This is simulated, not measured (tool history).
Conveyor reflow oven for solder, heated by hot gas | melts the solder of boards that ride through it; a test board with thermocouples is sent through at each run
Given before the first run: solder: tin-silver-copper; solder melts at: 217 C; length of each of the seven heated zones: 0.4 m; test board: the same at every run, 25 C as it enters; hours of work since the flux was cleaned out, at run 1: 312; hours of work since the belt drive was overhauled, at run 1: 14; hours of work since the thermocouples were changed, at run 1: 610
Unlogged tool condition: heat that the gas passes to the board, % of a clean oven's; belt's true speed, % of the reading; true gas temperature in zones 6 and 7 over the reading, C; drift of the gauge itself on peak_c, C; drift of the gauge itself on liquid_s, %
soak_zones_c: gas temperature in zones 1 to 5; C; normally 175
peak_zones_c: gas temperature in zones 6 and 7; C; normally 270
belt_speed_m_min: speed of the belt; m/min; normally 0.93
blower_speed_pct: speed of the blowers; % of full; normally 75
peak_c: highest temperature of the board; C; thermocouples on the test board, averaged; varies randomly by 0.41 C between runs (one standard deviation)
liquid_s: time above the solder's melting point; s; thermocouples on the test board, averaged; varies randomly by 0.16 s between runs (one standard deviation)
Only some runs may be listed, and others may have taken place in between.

run	hour	soak_zones_c	peak_zones_c	belt_speed_m_min	blower_speed_pct	hours of work since the flux was cleaned out	hours of work since the belt drive was overhauled	hours of work since the thermocouples were changed	peak_c	liquid_s
1	0	175	270	0.93	75	312	14	610	247.4	35.7
2	7.7	175	270	0.93	75	316	18	615	248.7	36
3	20.2	175	279	0.93	75	323	24	621	255.8	39.6
# hour 35.3: flux residue cleaned out of gas plates and filters
4	37	175	279	0.93	75	1	31	628	254.5	39.2
5	48.6	185	279	0.93	75	7	37	634	256.9	43
6	56.3	171	270	0.93	75	11	41	638	245.8	33.6
7	65.1	171	270	0.93	75	16	46	643	245.6	33.7
8	71.3	175	270	0.93	75	19	49	646	247.2	34.7
9	78.5	175	270	0.93	75	23	53	650	246.9	34.7
10	87.5	175	270	0.93	75	28	58	655	246.8	34.8
# hour 97.2: flux residue cleaned out of gas plates and filters, once more
11	98.5	175	270	0.93	75	1	61	658	251	37.8
12	110.5	175	270	0.93	75	7	67	664	250.4	37.9
13	120.7	187	270	0.97	75	13	73	670	250.9	39.4
14	130.1	187	270	0.97	75	18	78	675	251.1	39.5
15	143.4	187	270	0.97	75	25	85	682	250.8	39.5
16	153.1	187	270	0.97	75	30	90	687	251.4	39.1
17	163.7	163	262	0.763	54	36	96	693	242.5	36.9
18	171.2	163	269	0.778	54	40	100	697	248.1	39.9
19	178.7	175	270	0.93	84	44	104	701	252.4	38.3
20	186.4	175	262	0.747	75	48	108	705	248.6	48
21	199.2	184	283	0.797	52	55	115	712	261.4	52.5
22	209.4	184	283	0.797	52	60	120	717	260.9	52.3
23	218.4	175	270	0.937	87	65	125	722	251.8	38.6
24	228.5	164	270	0.87	87	70	131	728	252.5	39.3

What if the next run were any one of these 5? Each begins from the tool's condition after run 24:
A	235.6	175	270	0.764	75	74	134	731	?	?
B	235.6	177	270	0.93	72	74	134	731	?	?
C	235.6	182	270	0.93	75	74	134	731	?	?
D	235.6	189	261	0.828	87	74	134	731	?	?
E	235.6	184	270	0.956	87	74	134	731	?	?

run	peak_c	liquid_s
A	255.8	49.5
B	249.3	37.4
C	250.8	39.8
D	249.9	47.3
E	252.9	40.2
The same runs, with their run-to-run variation unchanged, on a tool lacking any hidden condition would have given:
run	peak_c	liquid_s
A	258.9	51
B	252.4	39.1
C	253.9	41.3
D	252.8	48.7
E	256	41.6
